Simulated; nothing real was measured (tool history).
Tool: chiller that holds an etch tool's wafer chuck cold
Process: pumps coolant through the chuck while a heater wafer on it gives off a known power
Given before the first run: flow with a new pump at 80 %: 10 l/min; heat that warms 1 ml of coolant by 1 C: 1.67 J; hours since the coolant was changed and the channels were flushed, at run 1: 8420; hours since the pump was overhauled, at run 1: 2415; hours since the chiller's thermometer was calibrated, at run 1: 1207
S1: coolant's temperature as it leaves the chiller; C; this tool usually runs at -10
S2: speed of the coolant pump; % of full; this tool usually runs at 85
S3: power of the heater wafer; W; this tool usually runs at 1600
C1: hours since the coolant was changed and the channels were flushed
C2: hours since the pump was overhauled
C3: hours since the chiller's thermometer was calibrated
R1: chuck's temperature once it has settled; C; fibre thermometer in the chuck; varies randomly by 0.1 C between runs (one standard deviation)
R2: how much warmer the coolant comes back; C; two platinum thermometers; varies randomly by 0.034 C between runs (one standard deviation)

Run 1, hour 0: usual settings; C1 8420; C2 2415; C3 1207. Result: R1 11.3 C, R2 5.5 C.
Run 2, hour 70.7: usual settings but S3 1325 W; C1 8491; C2 2485; C3 1278. Result: R1 7.7 C, R2 4.56 C.
Run 3, hour 120.4: usual settings but S3 1325 W; C1 8541; C2 2535; C3 1328. Result: R1 7.7 C, R2 4.54 C.
Run 4, hour 200.9: usual settings but S3 2156 W; C1 8621; C2 2616; C3 1408. Result: R1 19 C, R2 7.35 C.
Run 5, hour 262.3: usual settings but S3 1892 W; C1 8683; C2 2677; C3 1469. Result: R1 15.7 C, R2 6.44 C.
Run 6, hour 320.9: usual settings but S1 -16 C; C1 8741; C2 2736; C3 1528. Result: R1 5.6 C, R2 5.48 C.
Run 7, hour 390.9: usual settings; C1 8811; C2 2806; C3 1598. Result: R1 11.7 C, R2 5.47 C.
Run 8, hour 463.1: usual settings; C1 8884; C2 2878; C3 1670. Result: R1 11.8 C, R2 5.56 C.
Run 9, hour 506.9: usual settings; C1 8927; C2 2922; C3 1714. Result: R1 11.6 C, R2 5.51 C.
Run 10, hour 588.1: usual settings but S2 94 % of full; C1 9009; C2 3003; C3 1795. Result: R1 9.5 C, R2 4.93 C.
Run 11, hour 627.3: usual settings but S2 94 % of full; C1 9048; C2 3042; C3 1834. Result: R1 9.6 C, R2 4.85 C.
Run 12, hour 683.9: usual settings but S1 -13 C, S2 84 % of full, S3 1133 W; C1 9104; C2 3099; C3 1891. Result: R1 2.4 C, R2 3.93 C.
Run 13, hour 748.8: usual settings but S1 -13 C, S2 84 % of full, S3 1133 W; C1 9169; C2 3164; C3 1956. Result: R1 2.7 C, R2 4.02 C.
Run 14, hour 793.8: usual settings but S1 -16 C, S2 84 % of full, S3 1133 W; C1 9214; C2 3209; C3 2001. Result: R1 -0.5 C, R2 3.96 C.
Run 15, hour 846.3: usual settings but S2 75 % of full, S3 898 W; C1 9267; C2 3261; C3 2053. Result: R1 4 C, R2 3.56 C.
Run 16, hour 887.6: usual settings but S1 -5 C, S2 92 % of full; C1 9308; C2 3302; C3 2095. Result: R1 15.2 C, R2 5.06 C.
Run 17, hour 952.7: usual settings but S1 -18 C, S2 92 % of full, S3 1661 W; C1 9373; C2 3368; C3 2160. Result: R1 3.1 C, R2 5.19 C.
Run 18, hour 994.9: usual settings but S1 -18 C, S2 92 % of full, S3 1661 W; C1 9415; C2 3410; C3 2202. Result: R1 3.2 C, R2 5.22 C.
Run 19, hour 1083: usual settings but S1 -18 C, S2 62 % of full, S3 1302 W; C1 9503; C2 3498; C3 2290. Result: R1 6.8 C, R2 6.33 C.
Run 20, hour 1137: usual settings but S1 -9 C; C1 9557; C2 3552; C3 2344. Result: R1 13.2 C, R2 5.46 C.
Run 21, hour 1191.8: usual settings but S1 -19 C, S3 1657 W; C1 9612; C2 3607; C3 2399. Result: R1 4 C, R2 5.66 C.
Run 22, hour 1227.2: usual settings but S1 -19 C, S2 84 % of full, S3 803 W; C1 9648; C2 3642; C3 2434. Result: R1 -7.9 C, R2 2.77 C.

What if the next run were any one of these 4? Each begins from the tool's condition after run 22:
Run A, hour 1312.9: usual settings but S1 -11 C, S2 77 % of full, S3 975 W; C1 9733; C2 3728; C3 2520. Result: R1 ?, R2 ?.
Run B, hour 1312.9: usual settings but S1 -18 C, S2 83 % of full; C1 9733; C2 3728; C3 2520. Result: R1 ?, R2 ?.
Run C, hour 1312.9: usual settings but S1 -19 C, S2 66 % of full, S3 803 W; C1 9733; C2 3728; C3 2520. Result: R1 ?, R2 ?.
Run D, hour 1312.9: usual settings but S1 -12 C; C1 9733; C2 3728; C3 2520. Result: R1 ?, R2 ?.

run    R1    R2
  A   3.9  3.83
  B   4.8  5.72
  C  -4.6  3.74
  D  10.2  5.55
Without the tool's hidden state the same runs would have given:
run    R1    R2
  A   0.6  3.72
  B  -0.4  5.55
  C  -7.7  3.63
  D   5.2  5.39
